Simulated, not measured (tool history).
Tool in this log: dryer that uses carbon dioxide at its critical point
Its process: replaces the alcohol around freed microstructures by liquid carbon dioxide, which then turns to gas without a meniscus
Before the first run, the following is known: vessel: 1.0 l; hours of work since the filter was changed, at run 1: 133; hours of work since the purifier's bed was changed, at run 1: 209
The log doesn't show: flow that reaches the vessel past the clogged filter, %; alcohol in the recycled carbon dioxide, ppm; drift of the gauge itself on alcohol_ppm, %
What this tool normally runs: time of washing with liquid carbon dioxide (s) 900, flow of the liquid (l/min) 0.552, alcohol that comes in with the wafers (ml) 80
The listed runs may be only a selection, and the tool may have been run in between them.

| run | hour | time of washing with liquid carbon dioxide (s) | flow of the liquid (l/min) | alcohol that comes in with the wafers (ml) | hours of work since the filter was changed | hours of work since the purifier's bed was changed | alcohol left in the vessel before it's heated (ppm by volume) |
|---|---|---|---|---|---|---|---|
| 1 | 0.0 | 900 | 0.552 | 80 | 133 | 209 | 284 |
| 2 | 8.8 | 900 | 0.552 | 80 | 138 | 214 | 278 |
| 3 | 18.9 | 900 | 0.552 | 104 | 144 | 219 | 359 |
| 4 | 25.1 | 900 | 0.552 | 104 | 147 | 223 | 367 |
| 5 | 33.4 | 900 | 0.552 | 104 | 152 | 227 | 383 |
| 6 | 39.2 | 900 | 0.552 | 80 | 155 | 230 | 315 |
| 7 | 45.4 | 900 | 0.552 | 80 | 158 | 234 | 313 |
| 8 | 57.3 | 1080 | 0.397 | 67 | 165 | 240 | 556 |
| 9 | 66.7 | 1320 | 0.769 | 67 | 170 | 245 | 55 |
| 10 | 72.5 | 660 | 0.552 | 80 | 173 | 248 | 1308 |
| 11 | 84.8 | 1020 | 0.552 | 69 | 179 | 255 | 165 |
| 12 | 97.1 | 840 | 0.646 | 48 | 186 | 262 | 161 |
| 13 | 103.6 | 840 | 0.646 | 48 | 190 | 265 | 157 |
| 14 | 114.2 | 840 | 0.646 | 48 | 195 | 271 | 164 |

Results per run with the tool's hidden condition removed, run-to-run variation unchanged:
| run | alcohol left in the vessel before it's heated (ppm by volume) |
|---|---|
| 1 | 152 |
| 2 | 141 |
| 3 | 186 |
| 4 | 192 |
| 5 | 197 |
| 6 | 154 |
| 7 | 151 |
| 8 | 306 |
| 9 | 2 |
| 10 | 805 |
| 11 | 54 |
| 12 | 54 |
| 13 | 49 |
| 14 | 53 |

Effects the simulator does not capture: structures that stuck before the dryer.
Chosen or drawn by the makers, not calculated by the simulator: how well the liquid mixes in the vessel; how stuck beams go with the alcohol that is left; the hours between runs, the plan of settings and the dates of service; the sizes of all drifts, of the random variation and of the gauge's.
